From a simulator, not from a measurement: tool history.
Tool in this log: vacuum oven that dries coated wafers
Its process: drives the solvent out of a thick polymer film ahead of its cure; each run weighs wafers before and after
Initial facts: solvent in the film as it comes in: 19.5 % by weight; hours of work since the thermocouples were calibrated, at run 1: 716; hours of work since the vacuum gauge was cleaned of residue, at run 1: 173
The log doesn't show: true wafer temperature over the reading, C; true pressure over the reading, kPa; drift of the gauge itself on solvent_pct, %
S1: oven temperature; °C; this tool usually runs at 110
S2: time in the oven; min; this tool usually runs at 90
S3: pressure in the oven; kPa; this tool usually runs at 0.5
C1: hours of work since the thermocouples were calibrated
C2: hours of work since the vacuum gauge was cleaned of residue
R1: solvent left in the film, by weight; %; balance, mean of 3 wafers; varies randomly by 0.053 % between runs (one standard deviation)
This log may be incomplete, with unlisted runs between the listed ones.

run    day   S1  S2    S3   C1   C2    R1
  1      0  110  90   0.5  716  173   1.9
  2  0.533  110  90  0.82  723  180  1.99
  3  1.062  106  90   0.5  730  187  3.05
  4  1.367  106  90   0.5  734  191  2.99
     1.512  -- oven's thermocouples calibrated
  5    1.8  106  90   0.5    4  196  3.16
  6  2.396  110  90   0.5   12  204  1.94

Estimate the outcome of run 7 from the log above:
  7    3  110  90  0.5  20  213   ?

R1: 1.99 %
With no hidden state in the tool, this same run would have given R1 1.59 %.
